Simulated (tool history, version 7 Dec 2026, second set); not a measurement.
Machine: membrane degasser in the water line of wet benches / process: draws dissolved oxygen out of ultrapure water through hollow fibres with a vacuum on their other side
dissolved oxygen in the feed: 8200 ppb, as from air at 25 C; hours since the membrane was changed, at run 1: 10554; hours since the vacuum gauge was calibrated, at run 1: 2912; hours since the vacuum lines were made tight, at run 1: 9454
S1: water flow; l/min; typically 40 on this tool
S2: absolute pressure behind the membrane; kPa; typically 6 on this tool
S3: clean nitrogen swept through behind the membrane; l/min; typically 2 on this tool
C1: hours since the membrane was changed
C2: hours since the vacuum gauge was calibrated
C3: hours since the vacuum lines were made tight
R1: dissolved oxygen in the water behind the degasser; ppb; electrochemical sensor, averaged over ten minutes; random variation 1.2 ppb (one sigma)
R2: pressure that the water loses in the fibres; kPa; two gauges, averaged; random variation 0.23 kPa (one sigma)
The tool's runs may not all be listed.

Run 1, hour 0: usual settings; C1 10554; C2 2912; C3 9454. Result: R1 135.7 ppb, R2 61.82 kPa.
At hour 149: seals of the vacuum lines changed.
Run 2, hour 213.7: usual settings; C1 10766; C2 3124; C3 65. Result: R1 136.8 ppb, R2 61.65 kPa.
Run 3, hour 458.5: usual settings but S3 1.33 l/min; C1 11011; C2 3369; C3 310. Result: R1 191.2 ppb, R2 61.97 kPa.
Run 4, hour 672: usual settings but S2 4.07 kPa, S3 1.33 l/min; C1 11224; C2 3582; C3 523. Result: R1 72.2 ppb, R2 62.03 kPa.
Run 5, hour 908.8: usual settings but S2 4.07 kPa, S3 1.33 l/min; C1 11461; C2 3819; C3 760. Result: R1 72 ppb, R2 61.69 kPa.
Run 6, hour 1106.6: usual settings but S2 4.07 kPa, S3 1.01 l/min; C1 11659; C2 4017; C3 958. Result: R1 88.8 ppb, R2 61.84 kPa.
Run 7, hour 1316.1: usual settings but S2 4.07 kPa, S3 1.01 l/min; C1 11868; C2 4226; C3 1167. Result: R1 90.3 ppb, R2 62.02 kPa.
Run 8, hour 1520.6: usual settings but S2 4.07 kPa, S3 1.01 l/min; C1 12073; C2 4431; C3 1372. Result: R1 89.7 ppb, R2 62.43 kPa.
Run 9, hour 1697.6: usual settings but S2 4.07 kPa, S3 1.01 l/min; C1 12250; C2 4608; C3 1549. Result: R1 90.4 ppb, R2 62.48 kPa.
Run 10, hour 1882.5: usual settings but S2 4.07 kPa, S3 1.01 l/min; C1 12435; C2 4792; C3 1733. Result: R1 91.4 ppb, R2 62.29 kPa.
Run 11, hour 2075.6: usual settings; C1 12628; C2 4986; C3 1927. Result: R1 138.2 ppb, R2 62.16 kPa.
Run 12, hour 2286.7: usual settings; C1 12839; C2 5197; C3 2138. Result: R1 139.4 ppb, R2 62.33 kPa.
Run 13, hour 2476.6: usual settings; C1 13029; C2 5387; C3 2328. Result: R1 140.4 ppb, R2 62.47 kPa.
Run 14, hour 2613.3: usual settings but S1 41 l/min; C1 13166; C2 5523; C3 2464. Result: R1 145.4 ppb, R2 63.91 kPa.
Run 15, hour 2750.8: usual settings but S1 41 l/min; C1 13303; C2 5661; C3 2602. Result: R1 146.1 ppb, R2 63.99 kPa.
Run 16, hour 2922.9: usual settings but S2 8.98 kPa; C1 13475; C2 5833; C3 2774. Result: R1 270.9 ppb, R2 62.36 kPa.
Run 17, hour 3045.8: usual settings but S2 8.98 kPa; C1 13598; C2 5956; C3 2897. Result: R1 269.7 ppb, R2 62.6 kPa.
Run 18, hour 3315.5: usual settings but S3 1.26 l/min; C1 13868; C2 6225; C3 3166. Result: R1 206.7 ppb, R2 62.31 kPa.
At hour 3527.3: vacuum gauge calibrated.
Run 19, hour 3530.4: usual settings but S1 33 l/min, S2 13 kPa, S3 1 l/min; C1 14082; C2 3; C3 3381. Result: R1 623.2 ppb, R2 52.03 kPa.
Run 20, hour 3658: usual settings but S1 57 l/min, S2 7.02 kPa, S3 4.14 l/min; C1 14210; C2 131; C3 3508. Result: R1 152.5 ppb, R2 89.57 kPa.
Run 21, hour 3875.8: usual settings but S2 5.61 kPa, S3 2.02 l/min; C1 14428; C2 349; C3 3726. Result: R1 112.3 ppb, R2 62.77 kPa.
Run 22, hour 4119.8: usual settings but S2 5.61 kPa, S3 2.02 l/min; C1 14672; C2 592; C3 3970. Result: R1 113.5 ppb, R2 62.96 kPa.

What does the tool deliver on the next run?
Run 23, hour 4234.9: usual settings but S1 36 l/min; C1 14787; C2 708; C3 4085. Result: R1 ?, R2 ?.

Run 23 yielded R1 118.5 ppb, R2 56.46 kPa.
With the hidden condition absent and the run-to-run variation left alone, this run would have shown R1 116.8 ppb, R2 52.74 kPa.
